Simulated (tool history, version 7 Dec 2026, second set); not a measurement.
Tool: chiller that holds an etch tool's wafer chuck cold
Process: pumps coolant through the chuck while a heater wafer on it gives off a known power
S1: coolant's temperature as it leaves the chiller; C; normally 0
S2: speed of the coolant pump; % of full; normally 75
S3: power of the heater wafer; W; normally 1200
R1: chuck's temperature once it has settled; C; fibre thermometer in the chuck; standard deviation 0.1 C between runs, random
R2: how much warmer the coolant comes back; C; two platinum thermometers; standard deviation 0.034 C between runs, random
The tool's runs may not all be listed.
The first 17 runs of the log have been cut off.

{"run": 18, "hour": 822.7, "S1": 0, "S2": 64, "S3": 677, "R1": 6.9, "R2": 3.47}
{"run": 19, "hour": 878.7, "S1": 0, "S2": 64, "S3": 677, "R1": 6.7, "R2": 3.5}
{"run": 20, "hour": 924.9, "S1": 0, "S2": 64, "S3": 677, "R1": 6.8, "R2": 3.44}
{"run": 21, "hour": 982.1, "S1": 0, "S2": 75, "S3": 923, "R1": 8.4, "R2": 4.03}
{"run": 22, "hour": 1044.2, "S1": -10, "S2": 93, "S3": 1099, "R1": -0.9, "R2": 3.88}
{"run": 23, "hour": 1098.6, "S1": 0, "S2": 91, "S3": 1289, "R1": 10.7, "R2": 4.68}
{"run": 24, "hour": 1143.6, "S1": -7, "S2": 64, "S3": 1594, "R1": 9.4, "R2": 8.24}
{"run": 25, "hour": 1181.3, "S1": -7, "S2": 64, "S3": 1594, "R1": 9.5, "R2": 8.23}
{"run": 26, "hour": 1220.8, "S1": -10, "S2": 92, "S3": 1583, "R1": 3.4, "R2": 5.73}
{"run": 27, "hour": 1269.9, "S1": 9, "S2": 76, "S3": 1552, "R1": 23.4, "R2": 6.8}
{"run": 28, "hour": 1311.0, "S1": 5, "S2": 81, "S3": 1342, "R1": 17.0, "R2": 5.53}
{"run": 29, "hour": 1362.2, "S1": -1, "S2": 74, "S3": 1283, "R1": 11.3, "R2": 5.78}
{"run": 30, "hour": 1392.8, "S1": 7, "S2": 65, "S3": 1283, "R1": 20.0, "R2": 6.64}
{"run": 31, "hour": 1434.9, "S1": -5, "S2": 93, "S3": 1283, "R1": 5.9, "R2": 4.67}

Alternative continuations, all from the tool just after run 31; predict every row:
{"run": "A", "hour": 1484.4, "S1": 0, "S2": 75, "S3": 1235, "R1": "?", "R2": "?"}
{"run": "B", "hour": 1484.4, "S1": -5, "S2": 93, "S3": 627, "R1": "?", "R2": "?"}
{"run": "C", "hour": 1484.4, "S1": -5, "S2": 93, "S3": 1059, "R1": "?", "R2": "?"}
{"run": "D", "hour": 1484.4, "S1": -3, "S2": 93, "S3": 1283, "R1": "?", "R2": "?"}
{"run": "E", "hour": 1484.4, "S1": 9, "S2": 93, "S3": 611, "R1": "?", "R2": "?"}

run=A R1=11.9 R2=5.50
run=B R1=0.1 R2=2.27
run=C R1=3.8 R2=3.84
run=D R1=7.8 R2=4.67
run=E R1=14.0 R2=2.26
Had the tool no hidden state, the same runs would have come out as:
run=A R1=11.0 R2=5.23
run=B R1=-0.2 R2=2.16
run=C R1=3.1 R2=3.65
run=D R1=7.0 R2=4.44
run=E R1=13.7 R2=2.16
